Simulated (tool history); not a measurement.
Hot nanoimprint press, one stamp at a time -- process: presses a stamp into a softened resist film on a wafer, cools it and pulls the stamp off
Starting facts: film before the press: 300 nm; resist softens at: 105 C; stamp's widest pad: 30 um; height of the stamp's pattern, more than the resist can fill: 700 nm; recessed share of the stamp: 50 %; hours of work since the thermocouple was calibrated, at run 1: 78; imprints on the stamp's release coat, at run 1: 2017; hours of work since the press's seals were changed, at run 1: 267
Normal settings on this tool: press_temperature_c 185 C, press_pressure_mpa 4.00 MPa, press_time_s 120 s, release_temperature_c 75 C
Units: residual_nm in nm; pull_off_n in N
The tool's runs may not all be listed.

| run | hour | press_temperature_c | press_pressure_mpa | press_time_s | release_temperature_c | hours of work since the thermocouple was calibrated | imprints on the stamp's release coat | hours of work since the press's seals were changed | residual_nm | pull_off_n |
|---|---|---|---|---|---|---|---|---|---|---|
| 1 | 0.0 | 185 | 4.00 | 120 | 75 | 78 | 2017 | 267 | 173.5 | 266 |
|  | 17.4 | stamp cleaned and given a new release coat |
| 2 | 38.9 | 185 | 4.00 | 120 | 75 | 104 | 82 | 293 | 173.5 | 151 |
| 3 | 61.7 | 192 | 4.00 | 120 | 75 | 122 | 170 | 311 | 151.0 | 154 |
| 4 | 92.0 | 192 | 3.02 | 120 | 75 | 146 | 287 | 335 | 172.9 | 160 |
| 5 | 121.7 | 185 | 4.00 | 120 | 75 | 169 | 401 | 358 | 175.0 | 166 |
| 6 | 145.0 | 189 | 5.57 | 84 | 71 | 188 | 491 | 376 | 154.8 | 172 |
| 7 | 176.0 | 173 | 4.00 | 120 | 73 | 212 | 610 | 401 | 221.0 | 186 |
| 8 | 191.9 | 173 | 4.00 | 120 | 73 | 224 | 671 | 413 | 220.1 | 184 |
| 9 | 217.0 | 173 | 4.00 | 156 | 63 | 244 | 768 | 433 | 207.7 | 194 |
| 10 | 239.6 | 173 | 4.00 | 156 | 63 | 262 | 854 | 451 | 208.6 | 197 |

Pick out some run-to-run changes in residual_nm. Of each, how much would a tool without hidden state show as well, from the settings, what came in and chance, and how much is left for the hidden state and any gauge scatter not in both results compared?
Hidden state present: true temperature over the reading, C; pressure that arrives at the usual setting, %; grip of the stamp's worn release coat, % over a new coat's; drift of the gauge itself on residual_nm, %; drift of the gauge itself on pull_off_n, %.
Run 4 -> 5: press_temperature_c 192 -> 185, press_pressure_mpa 3.02 -> 4.00. residual_nm +2.1 nm: hidden state +0.6, all else +1.5.
Run 6 -> 7: press_temperature_c 189 -> 173, press_pressure_mpa 5.57 -> 4.00, press_time_s 84 -> 120, release_temperature_c 71 -> 73. residual_nm +66.2 nm: hidden state +0.0, all else +66.2.
